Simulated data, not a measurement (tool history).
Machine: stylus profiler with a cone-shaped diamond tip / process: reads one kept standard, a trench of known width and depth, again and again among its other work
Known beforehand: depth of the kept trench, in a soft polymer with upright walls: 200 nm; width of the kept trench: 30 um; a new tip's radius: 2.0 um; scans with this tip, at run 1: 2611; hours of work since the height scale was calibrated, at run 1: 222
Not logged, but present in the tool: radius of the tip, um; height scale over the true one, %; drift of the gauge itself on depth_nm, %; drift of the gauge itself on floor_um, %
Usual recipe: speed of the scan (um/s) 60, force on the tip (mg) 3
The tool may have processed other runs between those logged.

run   hour  speed of the scan (um/s)  force on the tip (mg)  scans with this tip  hours of work since the height scale was calibrated  depth of the trench (Å)  width of the trench's floor (um)
  1      0                        60                      3                 2611                                                  222                   2026.6                             27.66
  2   14.3                        60                      3                 2709                                                  230                   2026.1                             27.55
  3   23.5                        60                      3                 2773                                                  236                   2025.6                             27.64
  4   41.4                        60                      3                 2895                                                  246                   2026.3                             27.57
  5   49.3                        60                      3                 2950                                                  251                   2026.7                             27.59
  6     59                        60                   6.26                 3017                                                  256                   2044.7                             27.66
  7   76.8                        60                   6.26                 3138                                                  267                   2044.5                             27.66
  8   91.9                        60                   6.26                 3242                                                  276                   2044.1                             27.62
  9  105.8                        60                   6.26                 3337                                                  284                   2043.7                             27.58
 10  118.9                        60                   6.26                 3427                                                  291                   2044.2                             27.57
 11  126.9                        60                   1.62                 3483                                                  296                   2016.3                             27.43
 12  135.4                        60                   1.62                 3541                                                  301                   2016.4                              27.4
 13  150.4                        60                   1.62                 3644                                                  310                   2015.8                             27.38
 14  166.8                        60                   1.62                 3756                                                  319                   2016.2                             27.35
 15  180.5                        60                   1.62                 3850                                                  327                   2016.1                             27.33
 16  191.1                        60                   1.62                 3923                                                  334                   2015.8                             27.33
 17  208.2                        63                      3                 4040                                                  344                   2025.3                             27.43
 18  217.8                        60                      3                 4106                                                  349                   2025.3                             27.44
 19    230                        60                      3                 4190                                                  356                   2024.8                             27.37
 20  240.2                        60                      3                 4260                                                  362                     2024                             27.45
 21  256.8                        60                      3                 4374                                                  372                   2025.1                             27.37
 22  268.6                       205                   2.49                 4455                                                  379                   2021.8                             26.61
 23  277.1                       137                      3                 4513                                                  384                   2024.8                             26.97
 24  285.1                       137                      3                 4568                                                  388                   2024.4                             26.95
 25  299.9                       137                      3                 4670                                                  397                     2025                             27.05
 26    317                        59                   1.31                 4787                                                  407                     2013                             27.18
 27  329.2                        25                   1.23                 4871                                                  414                   2012.1                             27.46
     330.9  -- height scale calibrated on a step standard
 28  339.6                        25                   1.23                 4939                                                    5                   2011.3                              27.4
 29  354.9                        23                   2.44                 5044                                                   14                   2020.3                             27.48
     362.8  -- height scale calibrated on a step standard, once more
 30  364.4                        53                   8.42                 5105                                                    1                   2058.1                             27.43
 31  372.8                        60                   7.36                 5163                                                    6                   2052.2                             27.38
 32  382.9                        60                   7.36                 5232                                                   12                   2053.2                             27.29
 33  400.1                        51                   7.01                 5351                                                   22                   2051.5                              27.4
 34  417.4                        82                      3                 5469                                                   32                     2029                             27.16
 35  434.5                       191                   3.16                 5587                                                   42                   2030.2                             26.66
 36  449.8                       174                   2.54                 5692                                                   51                   2025.5                             26.59
 37  460.7                       174                   2.54                 5767                                                   57                   2025.2                             26.63
 38  471.3                       174                   2.54                 5839                                                   63                   2025.7                              26.6
 39  487.4                       174                   2.54                 5950                                                   73                   2025.9                             26.57
 40  499.5                        23                   7.41                 6033                                                   80                   2051.5                             27.38
 41  516.9                        23                   7.41                 6152                                                   90                   2051.6                             27.43
 42  533.2                       154                    4.4                 6264                                                   99                   2035.8                              26.9

For each entry between runs, how does the tool's hidden state at the last listed run before it compare with that at the first listed run after it?
After run 27, before run 28: height scale calibrated on a step standard (hour 330.9)
  radius of the tip, um: 3.58 -> 3.6; height scale over the true one, %: -0.189 -> -0.218
  measured result minus the result with no hidden state, depth of the trench (Å): -3.9 -> -4.4; width of the trench's floor (um): -0.62 -> -0.62
After run 29, before run 30: height scale calibrated on a step standard, once more (hour 362.8)
  radius of the tip, um: 3.64 -> 3.66; height scale over the true one, %: -0.223 -> 0.024
  measured result minus the result with no hidden state, depth of the trench (Å): -4.5 -> +0.5; width of the trench's floor (um): -0.64 -> -0.64
